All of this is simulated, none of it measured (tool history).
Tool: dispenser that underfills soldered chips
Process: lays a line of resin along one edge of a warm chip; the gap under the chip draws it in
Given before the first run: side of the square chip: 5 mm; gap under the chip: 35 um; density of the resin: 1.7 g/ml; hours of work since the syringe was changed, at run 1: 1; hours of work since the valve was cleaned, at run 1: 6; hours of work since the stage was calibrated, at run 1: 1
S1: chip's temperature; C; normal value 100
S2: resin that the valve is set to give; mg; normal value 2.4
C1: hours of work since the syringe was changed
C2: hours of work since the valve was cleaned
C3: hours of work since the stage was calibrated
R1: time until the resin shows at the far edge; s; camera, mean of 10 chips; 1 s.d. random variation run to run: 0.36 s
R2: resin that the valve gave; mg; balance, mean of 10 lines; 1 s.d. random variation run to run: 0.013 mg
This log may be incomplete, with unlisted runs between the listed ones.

{"run": 1, "day": 0.0, "S1": 100, "S2": 2.4, "C1": 1, "C2": 6, "C3": 1, "R1": 22.3, "R2": 2.39}
{"run": 2, "day": 0.121, "S1": 100, "S2": 2.4, "C1": 3, "C2": 8, "C3": 3, "R1": 26.3, "R2": 2.39}
{"run": 3, "day": 0.279, "S1": 100, "S2": 2.4, "C1": 6, "C2": 11, "C3": 6, "R1": 35, "R2": 2.37}
{"day": 0.417, "done": "new syringe of resin"}
{"run": 4, "day": 0.467, "S1": 100, "S2": 2.4, "C1": 1, "C2": 14, "C3": 9, "R1": 21.9, "R2": 2.38}
{"run": 5, "day": 0.642, "S1": 100, "S2": 2.4, "C1": 4, "C2": 17, "C3": 12, "R1": 29.2, "R2": 2.38}
{"run": 6, "day": 0.838, "S1": 90, "S2": 2.4, "C1": 7, "C2": 20, "C3": 16, "R1": 61.6, "R2": 2.38}
{"day": 0.9, "done": "new syringe of resin"}
{"run": 7, "day": 0.992, "S1": 113, "S2": 2.4, "C1": 2, "C2": 23, "C3": 18, "R1": 13.5, "R2": 2.38}
{"run": 8, "day": 1.179, "S1": 100, "S2": 2.88, "C1": 5, "C2": 26, "C3": 21, "R1": 31.4, "R2": 2.83}
{"day": 1.371, "done": "new syringe of resin"}
{"run": 9, "day": 1.375, "S1": 100, "S2": 2.88, "C1": 0, "C2": 29, "C3": 24, "R1": 20.3, "R2": 2.84}
{"run": 10, "day": 1.567, "S1": 100, "S2": 2.88, "C1": 3, "C2": 33, "C3": 28, "R1": 27.2, "R2": 2.83}
{"run": 11, "day": 1.738, "S1": 100, "S2": 2.88, "C1": 6, "C2": 36, "C3": 31, "R1": 35.3, "R2": 2.85}
{"day": 1.854, "done": "new syringe of resin"}
{"run": 12, "day": 1.912, "S1": 100, "S2": 2.88, "C1": 1, "C2": 38, "C3": 34, "R1": 21.7, "R2": 2.83}
{"run": 13, "day": 2.117, "S1": 87, "S2": 2.88, "C1": 5, "C2": 42, "C3": 37, "R1": 55.8, "R2": 2.81}

Run 14, settings as shown, results not yet in. Your forecast:
{"day": 2.329, "done": "new syringe of resin"}
{"run": 14, "day": 2.329, "S1": 92, "S2": 2.44, "C1": 0, "C2": 45, "C3": 41, "R1": "?", "R2": "?"}

Run 14 gave R1 30.2 s, R2 2.38 mg.
The same run, on a tool lacking any hidden state, would have yielded R1 29.8 s, R2 2.43 mg.
